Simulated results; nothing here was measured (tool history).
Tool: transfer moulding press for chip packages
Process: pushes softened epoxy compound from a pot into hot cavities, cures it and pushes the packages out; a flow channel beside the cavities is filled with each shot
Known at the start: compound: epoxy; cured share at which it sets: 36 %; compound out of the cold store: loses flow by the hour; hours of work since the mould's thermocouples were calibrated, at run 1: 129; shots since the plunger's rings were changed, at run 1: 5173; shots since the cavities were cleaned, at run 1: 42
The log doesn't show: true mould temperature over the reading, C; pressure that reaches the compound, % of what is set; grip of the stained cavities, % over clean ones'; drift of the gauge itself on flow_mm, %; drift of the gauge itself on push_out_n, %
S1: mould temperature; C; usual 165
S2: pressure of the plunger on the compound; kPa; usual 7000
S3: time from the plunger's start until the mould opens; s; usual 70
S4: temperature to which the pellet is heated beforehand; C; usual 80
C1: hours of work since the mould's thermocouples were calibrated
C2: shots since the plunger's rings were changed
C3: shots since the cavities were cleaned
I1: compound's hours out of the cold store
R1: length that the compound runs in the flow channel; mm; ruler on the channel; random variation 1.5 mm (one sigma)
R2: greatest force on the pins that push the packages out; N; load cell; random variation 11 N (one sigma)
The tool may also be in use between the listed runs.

| run | hour | S1 | S2 | S3 | S4 | C1 | C2 | C3 | I1 | R1 | R2 |
|---|---|---|---|---|---|---|---|---|---|---|---|
| 1 | 0 | 165 | 7000 | 70 | 80 | 129 | 5173 | 42 | 17.6 | 728 | 550 |
| 2 | 8.3 | 165 | 7000 | 70 | 80 | 133 | 5259 | 128 | 11.2 | 753 | 618 |
| 3 | 18.2 | 165 | 7000 | 70 | 80 | 137 | 5360 | 229 | 43.8 | 637 | 591 |
| 4 | 23.6 | 165 | 7000 | 70 | 71 | 140 | 5415 | 284 | 45.9 | 632 | 619 |
| 5 | 34.2 | 165 | 7000 | 70 | 71 | 145 | 5524 | 393 | 16.7 | 731 | 688 |
| 6 | 44.4 | 165 | 7000 | 70 | 80 | 150 | 5629 | 498 | 44.2 | 637 | 643 |
| 7 | 49.1 | 165 | 7000 | 70 | 80 | 152 | 5677 | 546 | 19.1 | 718 | 711 |
| 8 | 55.6 | 165 | 7000 | 60 | 80 | 155 | 5744 | 613 | 20.7 | 715 | 1069 |
| 9 | 65.5 | 165 | 7000 | 60 | 80 | 160 | 5846 | 715 | 41.4 | 644 | 975 |
| 10 | 73.3 | 165 | 7000 | 70 | 80 | 164 | 5926 | 795 | 12.1 | 745 | 753 |
|  | 78.8 | plunger's sealing rings changed |
|  | 84.2 | cavities cleaned with cleaning compound and waxed |
| 11 | 84.9 | 165 | 7000 | 70 | 74 | 167 | 47 | 7 | 11.6 | 780 | 862 |
| 12 | 92.5 | 165 | 7000 | 70 | 74 | 171 | 125 | 85 | 15.4 | 764 | 808 |
| 13 | 98.8 | 165 | 7000 | 70 | 74 | 174 | 190 | 150 | 41.6 | 671 | 764 |
| 14 | 109.6 | 165 | 7000 | 70 | 80 | 179 | 301 | 261 | 46.8 | 655 | 729 |
| 15 | 119.4 | 169 | 7000 | 70 | 80 | 183 | 402 | 362 | 19.3 | 739 | 627 |
| 16 | 127.8 | 169 | 7000 | 70 | 82 | 187 | 488 | 448 | 25 | 716 | 608 |
| 17 | 134.6 | 169 | 6430 | 70 | 83 | 191 | 558 | 518 | 46.4 | 619 | 617 |
| 18 | 141 | 172 | 6270 | 97 | 77 | 194 | 623 | 583 | 24.7 | 670 | 528 |
|  | 148.4 | cavities cleaned with cleaning compound and waxed, once more |
| 19 | 152 | 172 | 6270 | 58 | 83 | 198 | 720 | 36 | 43 | 615 | 493 |
| 20 | 162.6 | 163 | 5520 | 56 | 80 | 203 | 830 | 146 | 34.8 | 618 | 1184 |
| 21 | 172.7 | 163 | 5530 | 76 | 80 | 208 | 933 | 249 | 21.5 | 660 | 621 |
| 22 | 177.2 | 173 | 7000 | 97 | 80 | 210 | 979 | 295 | 24.8 | 704 | 422 |
| 23 | 182.1 | 165 | 7000 | 97 | 75 | 213 | 1030 | 346 | 45.8 | 654 | 429 |
| 24 | 192.9 | 165 | 5740 | 99 | 86 | 218 | 1140 | 456 | 23 | 662 | 456 |
| 25 | 201.2 | 161 | 7760 | 70 | 80 | 222 | 1225 | 541 | 17.9 | 803 | 1000 |
| 26 | 206.2 | 161 | 7760 | 70 | 80 | 224 | 1277 | 593 | 42.6 | 708 | 906 |
| 27 | 211.3 | 161 | 7760 | 70 | 80 | 226 | 1329 | 645 | 38.4 | 723 | 943 |
| 28 | 222.2 | 172 | 5400 | 70 | 80 | 232 | 1441 | 757 | 17.1 | 644 | 506 |
| 29 | 228.2 | 172 | 5400 | 70 | 80 | 234 | 1502 | 818 | 15.7 | 650 | 521 |

Forecast each of these 4 alternatives for the next run:
|  | 234.2 | cavities cleaned with cleaning compound and waxed |
| A | 240.4 | 166 | 7000 | 70 | 87 | 239 | 1612 | 63 | 18.4 | ? | ? |
|  | 234.2 | cavities cleaned with cleaning compound and waxed |
| B | 240.4 | 172 | 7530 | 70 | 77 | 239 | 1612 | 63 | 47.3 | ? | ? |
|  | 234.2 | cavities cleaned with cleaning compound and waxed |
| C | 240.4 | 172 | 8140 | 70 | 80 | 239 | 1612 | 63 | 9 | ? | ? |
|  | 234.2 | cavities cleaned with cleaning compound and waxed |
| D | 240.4 | 172 | 5400 | 103 | 80 | 239 | 1612 | 63 | 40.2 | ? | ? |

| run | R1 | R2 |
|---|---|---|
| A | 740 | 529 |
| B | 657 | 407 |
| C | 821 | 415 |
| D | 574 | 360 |
Without the tool's hidden state the same runs would have given:
| run | R1 | R2 |
|---|---|---|
| A | 746 | 481 |
| B | 663 | 384 |
| C | 828 | 389 |
| D | 579 | 344 |

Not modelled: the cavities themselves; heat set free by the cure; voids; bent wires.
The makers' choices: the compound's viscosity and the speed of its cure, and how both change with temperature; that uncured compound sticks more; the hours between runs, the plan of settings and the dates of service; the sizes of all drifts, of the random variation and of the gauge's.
